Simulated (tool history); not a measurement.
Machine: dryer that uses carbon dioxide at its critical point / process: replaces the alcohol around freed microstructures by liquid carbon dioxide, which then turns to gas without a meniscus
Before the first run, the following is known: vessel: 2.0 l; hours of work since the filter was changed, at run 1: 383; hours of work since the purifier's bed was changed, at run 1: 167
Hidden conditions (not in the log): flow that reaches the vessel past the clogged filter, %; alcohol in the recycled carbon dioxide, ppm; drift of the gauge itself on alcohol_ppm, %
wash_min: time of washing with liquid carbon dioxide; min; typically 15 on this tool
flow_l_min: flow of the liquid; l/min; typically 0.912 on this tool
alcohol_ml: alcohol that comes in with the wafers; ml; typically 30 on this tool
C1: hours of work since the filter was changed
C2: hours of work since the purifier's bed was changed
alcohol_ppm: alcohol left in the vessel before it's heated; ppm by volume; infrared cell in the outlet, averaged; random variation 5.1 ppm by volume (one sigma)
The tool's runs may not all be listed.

run 1 hour=0 | wash_min=15 flow_l_min=0.912 alcohol_ml=30 | C1=383 C2=167 | alcohol_ppm=136
run 2 hour=5.6 | wash_min=10 flow_l_min=0.912 alcohol_ml=30 | C1=385 C2=170 | alcohol_ppm=529
run 3 hour=10.2 | wash_min=10 flow_l_min=0.912 alcohol_ml=30 | C1=388 C2=172 | alcohol_ppm=509
run 4 hour=18.6 | wash_min=15 flow_l_min=0.912 alcohol_ml=30 | C1=392 C2=176 | alcohol_ppm=135
run 5 hour=23 | wash_min=15 flow_l_min=0.912 alcohol_ml=30 | C1=394 C2=178 | alcohol_ppm=146
run 6 hour=30.3 | wash_min=15 flow_l_min=1.262 alcohol_ml=30 | C1=397 C2=181 | alcohol_ppm=72
run 7 hour=37.8 | wash_min=15 flow_l_min=0.912 alcohol_ml=30 | C1=401 C2=185 | alcohol_ppm=154
run 8 hour=47.4 | wash_min=15 flow_l_min=0.912 alcohol_ml=30 | C1=405 C2=189 | alcohol_ppm=154
run 9 hour=53.2 | wash_min=15 flow_l_min=0.912 alcohol_ml=30 | C1=408 C2=192 | alcohol_ppm=150
run 10 hour=59.5 | wash_min=15 flow_l_min=0.912 alcohol_ml=36 | C1=411 C2=195 | alcohol_ppm=169
run 11 hour=66.8 | wash_min=15 flow_l_min=0.912 alcohol_ml=36 | C1=414 C2=199 | alcohol_ppm=168
run 12 hour=75.2 | wash_min=15 flow_l_min=0.912 alcohol_ml=36 | C1=418 C2=203 | alcohol_ppm=164
run 13 hour=81.6 | wash_min=18 flow_l_min=1.395 alcohol_ml=22 | C1=421 C2=206 | alcohol_ppm=66
run 14 hour=86.2 | wash_min=24 flow_l_min=1.395 alcohol_ml=34 | C1=424 C2=208 | alcohol_ppm=78
run 15 hour=93.9 | wash_min=24 flow_l_min=0.694 alcohol_ml=34 | C1=427 C2=211 | alcohol_ppm=105
run 16 hour=101.5 | wash_min=24 flow_l_min=0.694 alcohol_ml=34 | C1=431 C2=215 | alcohol_ppm=114
run 17 hour=106.8 | wash_min=24 flow_l_min=0.694 alcohol_ml=34 | C1=433 C2=218 | alcohol_ppm=107
run 18 hour=113.3 | wash_min=9 flow_l_min=1.485 alcohol_ml=73 | C1=436 C2=221 | alcohol_ppm=271
run 19 hour=123.9 | wash_min=9 flow_l_min=1.485 alcohol_ml=73 | C1=441 C2=226 | alcohol_ppm=267
run 20 hour=128.6 | wash_min=20 flow_l_min=0.912 alcohol_ml=30 | C1=444 C2=228 | alcohol_ppm=81
run 21 hour=134 | wash_min=15 flow_l_min=0.881 alcohol_ml=30 | C1=446 C2=230 | alcohol_ppm=187
run 22 hour=143.5 | wash_min=16 flow_l_min=0.881 alcohol_ml=30 | C1=451 C2=235 | alcohol_ppm=156
run 23 hour=152.5 | wash_min=15 flow_l_min=0.586 alcohol_ml=29 | C1=455 C2=239 | alcohol_ppm=686
run 24 hour=157.2 | wash_min=15 flow_l_min=0.586 alcohol_ml=94 | C1=457 C2=241 | alcohol_ppm=2007

Below are 3 alternative next runs, each starting from the tool's condition after run 24. Predict each:
run A hour=163.1 | wash_min=21 flow_l_min=0.789 alcohol_ml=30 | C1=460 C2=244 | alcohol_ppm=?
run B hour=163.1 | wash_min=20 flow_l_min=0.586 alcohol_ml=58 | C1=460 C2=244 | alcohol_ppm=?
run C hour=163.1 | wash_min=15 flow_l_min=0.953 alcohol_ml=80 | C1=460 C2=244 | alcohol_ppm=?

run=A alcohol_ppm=117
run=B alcohol_ppm=494
run=C alcohol_ppm=279
Take away the tool's hidden state, keep each run's random variation, and the runs would have read:
run=A alcohol_ppm=23
run=B alcohol_ppm=245
run=C alcohol_ppm=109
